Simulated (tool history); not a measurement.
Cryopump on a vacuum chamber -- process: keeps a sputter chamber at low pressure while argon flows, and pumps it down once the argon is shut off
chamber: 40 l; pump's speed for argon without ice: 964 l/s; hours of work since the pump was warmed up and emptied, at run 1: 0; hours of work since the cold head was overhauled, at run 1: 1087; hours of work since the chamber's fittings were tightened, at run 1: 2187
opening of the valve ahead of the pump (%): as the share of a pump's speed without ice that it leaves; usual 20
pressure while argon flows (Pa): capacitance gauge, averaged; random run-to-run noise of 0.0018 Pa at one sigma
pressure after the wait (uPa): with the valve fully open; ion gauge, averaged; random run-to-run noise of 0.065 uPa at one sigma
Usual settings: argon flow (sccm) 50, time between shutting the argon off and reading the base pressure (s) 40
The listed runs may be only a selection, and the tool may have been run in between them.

run	hour	argon flow (sccm)	time between shutting the argon off and reading the base pressure (s)	opening of the valve ahead of the pump (%)	hours of work since the pump was warmed up and emptied	hours of work since the cold head was overhauled	hours of work since the chamber's fittings were tightened	pressure while argon flows (Pa)	pressure after the wait (uPa)
1	0.0	50	40	20	0	1087	2187	0.4446	6.65
# hour 7.5: leaking fittings of the chamber tightened, without venting
2	74.6	50	40	20	61	1148	56	0.4448	4.29
3	155.3	50	40	20	129	1216	124	0.4493	4.31
4	225.1	50	40	20	188	1275	183	0.4540	4.41
5	306.1	50	40	20	256	1343	251	0.4613	4.50
6	382.7	50	40	38	320	1407	316	0.2551	4.79
7	428.0	50	40	22	358	1445	354	0.4330	4.73
8	493.7	50	40	22	413	1500	409	0.4359	4.90
9	563.6	50	40	22	472	1559	468	0.4446	5.00
# hour 629.2: pump warmed up, emptied and cooled again
10	634.3	50	40	20	4	1614	523	0.4413	4.80
11	675.6	50	40	18	39	1649	558	0.4936	4.62
12	748.8	50	40	18	101	1711	619	0.4982	4.90
13	813.6	50	40	18	155	1765	674	0.5013	4.95
14	891.8	50	40	23	221	1831	739	0.3994	4.94
15	933.0	50	40	23	256	1866	774	0.4025	5.22
16	975.7	20	29	23	291	1902	810	0.1613	6.81
17	1021.4	20	29	23	330	1940	848	0.1632	6.80
18	1112.9	64	40	20	407	2017	925	0.6048	5.63
19	1205.8	50	235	46	485	2095	1003	0.2320	2.83
# hour 1256.3: pump warmed up, emptied and cooled again
20	1271.9	50	235	34	13	2146	1055	0.2583	2.17
21	1345.8	50	30	20	75	2209	1117	0.4470	6.59
22	1403.6	50	30	20	124	2257	1166	0.4522	6.75
23	1476.2	31	100	23	185	2318	1227	0.2452	3.28
24	1547.3	31	100	23	245	2378	1286	0.2487	3.64
25	1612.5	31	100	23	300	2433	1341	0.2508	3.83
26	1679.1	23	128	52	356	2489	1397	0.0913	3.71
27	1727.2	21	128	21	396	2529	1438	0.1893	3.82
28	1783.6	21	128	21	443	2577	1485	0.1917	3.88
29	1861.5	26	40	28	509	2642	1551	0.1864	6.79

How the hidden state differs across the entries between the runs, from the last listed run before each to the first after it:
After run 1, before run 2: leaking fittings of the chamber tightened, without venting (hour 7.5)
  pump's speed, % of a pump's without ice: 99.4 -> 95.6; cold plate's temperature, K: 12.73 -> 12.77; leak into the chamber, uPa l/s: 2696 -> 380
  measured result minus the result with no hidden state, pressure while argon flows (Pa): +0.0019 -> +0.0055; pressure after the wait (uPa): +2.56 -> +0.11
After run 9, before run 10: pump warmed up, emptied and cooled again (hour 629.2)
  pump's speed, % of a pump's without ice: 68.9 -> 99.5; cold plate's temperature, K: 13.04 -> 13.08; leak into the chamber, uPa l/s: 792 -> 849
  measured result minus the result with no hidden state, pressure while argon flows (Pa): +0.0426 -> +0.0023; pressure after the wait (uPa): +0.90 -> +0.61
After run 19, before run 20: pump warmed up, emptied and cooled again (hour 1256.3)
  pump's speed, % of a pump's without ice: 69.2 -> 99; cold plate's temperature, K: 13.41 -> 13.44; leak into the chamber, uPa l/s: 1358 -> 1412
  measured result minus the result with no hidden state, pressure while argon flows (Pa): +0.0427 -> +0.0035; pressure after the wait (uPa): +1.85 -> +1.21
